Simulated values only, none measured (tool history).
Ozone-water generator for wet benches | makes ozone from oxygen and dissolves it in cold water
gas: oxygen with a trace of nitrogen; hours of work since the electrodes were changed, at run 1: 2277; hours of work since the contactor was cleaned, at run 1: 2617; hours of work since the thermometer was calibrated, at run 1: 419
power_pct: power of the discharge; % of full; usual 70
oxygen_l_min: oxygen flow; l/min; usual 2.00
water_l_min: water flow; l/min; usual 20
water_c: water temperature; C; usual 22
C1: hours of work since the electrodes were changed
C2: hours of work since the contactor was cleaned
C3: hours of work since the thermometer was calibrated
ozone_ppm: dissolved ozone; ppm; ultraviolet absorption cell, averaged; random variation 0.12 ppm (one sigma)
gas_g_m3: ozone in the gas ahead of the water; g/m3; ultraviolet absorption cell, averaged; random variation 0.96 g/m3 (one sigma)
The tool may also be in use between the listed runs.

Run 1, day 0.000: usual settings; C1 2277; C2 2617; C3 419. Result: ozone_ppm 8.6 ppm, gas_g_m3 155.0 g/m3.
Run 2, day 6.092: usual settings; C1 2370; C2 2710; C3 512. Result: ozone_ppm 9.0 ppm, gas_g_m3 154.9 g/m3.
Run 3, day 10.717: usual settings but oxygen_l_min 1.58 l/min; C1 2440; C2 2781; C3 582. Result: ozone_ppm 8.3 ppm, gas_g_m3 173.4 g/m3.
Run 4, day 14.112: usual settings but water_l_min 26 l/min; C1 2492; C2 2832; C3 634. Result: ozone_ppm 6.7 ppm, gas_g_m3 155.6 g/m3.
Run 5, day 21.933: usual settings but water_l_min 17 l/min; C1 2611; C2 2951; C3 753. Result: ozone_ppm 10.2 ppm, gas_g_m3 153.9 g/m3.
Run 6, day 27.104: usual settings but oxygen_l_min 3.26 l/min; C1 2690; C2 3030; C3 831. Result: ozone_ppm 9.3 ppm, gas_g_m3 120.7 g/m3.
Run 7, day 31.567: usual settings but power_pct 85 % of full, oxygen_l_min 3.26 l/min; C1 2758; C2 3098; C3 899. Result: ozone_ppm 10.4 ppm, gas_g_m3 132.9 g/m3.
Run 8, day 35.183: usual settings; C1 2813; C2 3153; C3 954. Result: ozone_ppm 8.9 ppm, gas_g_m3 153.8 g/m3.
Run 9, day 38.633: usual settings; C1 2865; C2 3206; C3 1007. Result: ozone_ppm 8.5 ppm, gas_g_m3 152.0 g/m3.
Run 10, day 41.867: usual settings but oxygen_l_min 1.22 l/min; C1 2914; C2 3255; C3 1056. Result: ozone_ppm 7.5 ppm, gas_g_m3 197.3 g/m3.
At day 42.296: water thermometer calibrated.
Run 11, day 47.121: usual settings but power_pct 98 % of full; C1 2994; C2 3334; C3 73. Result: ozone_ppm 10.4 ppm, gas_g_m3 186.6 g/m3.
Run 12, day 53.638: usual settings but water_c 16 C; C1 3093; C2 3434; C3 173. Result: ozone_ppm 9.1 ppm, gas_g_m3 152.3 g/m3.
Run 13, day 59.000: usual settings but water_c 16 C; C1 3175; C2 3515; C3 254. Result: ozone_ppm 9.2 ppm, gas_g_m3 153.8 g/m3.
Run 14, day 64.104: usual settings but water_c 16 C; C1 3253; C2 3593; C3 332. Result: ozone_ppm 9.0 ppm, gas_g_m3 151.1 g/m3.
Run 15, day 71.617: usual settings but water_c 16 C; C1 3367; C2 3707; C3 446. Result: ozone_ppm 8.8 ppm, gas_g_m3 151.9 g/m3.
At day 72.829: water thermometer calibrated, once more.
Run 16, day 76.758: usual settings but water_l_min 14 l/min; C1 3445; C2 3785; C3 60. Result: ozone_ppm 12.1 ppm, gas_g_m3 151.1 g/m3.
Run 17, day 83.096: usual settings; C1 3541; C2 3882; C3 156. Result: ozone_ppm 8.4 ppm, gas_g_m3 152.0 g/m3.
Run 18, day 87.558: usual settings but power_pct 49 % of full, oxygen_l_min 3.49 l/min, water_c 27 C; C1 3609; C2 3950; C3 224. Result: ozone_ppm 7.0 ppm, gas_g_m3 91.8 g/m3.
Run 19, day 92.125: usual settings but water_l_min 21 l/min; C1 3679; C2 4019; C3 294. Result: ozone_ppm 7.9 ppm, gas_g_m3 150.4 g/m3.
Run 20, day 98.638: usual settings but water_l_min 21 l/min; C1 3778; C2 4118; C3 393. Result: ozone_ppm 8.0 ppm, gas_g_m3 152.8 g/m3.
Run 21, day 106.288: usual settings but oxygen_l_min 3.52 l/min, water_l_min 30 l/min; C1 3894; C2 4235; C3 509. Result: ozone_ppm 6.0 ppm, gas_g_m3 111.9 g/m3.
Run 22, day 113.179: usual settings; C1 3999; C2 4340; C3 614. Result: ozone_ppm 8.6 ppm, gas_g_m3 150.5 g/m3.
Run 23, day 118.308: usual settings but water_l_min 21 l/min; C1 4077; C2 4418; C3 692. Result: ozone_ppm 8.3 ppm, gas_g_m3 149.5 g/m3.
Run 24, day 122.383: usual settings but water_l_min 13 l/min; C1 4139; C2 4480; C3 754. Result: ozone_ppm 12.5 ppm, gas_g_m3 150.0 g/m3.
Run 25, day 129.362: usual settings but oxygen_l_min 1.14 l/min, water_l_min 13 l/min; C1 4246; C2 4586; C3 861. Result: ozone_ppm 11.3 ppm, gas_g_m3 199.0 g/m3.
Run 26, day 134.121: usual settings but power_pct 53 % of full, oxygen_l_min 1.38 l/min, water_l_min 13 l/min; C1 4318; C2 4658; C3 933. Result: ozone_ppm 10.1 ppm, gas_g_m3 154.7 g/m3.

The next listed run, before its measurement:
Run 27, day 139.262: usual settings but power_pct 52 % of full, oxygen_l_min 3.18 l/min, water_c 28 C; C1 4396; C2 4737; C3 1011. Result: ozone_ppm ?, gas_g_m3 ?.

{"run 27": {"ozone_ppm": 7.0, "gas_g_m3": 99.6}}
Without the tool's hidden state the same run would have given ozone_ppm 8.0 ppm, gas_g_m3 107.3 g/m3.
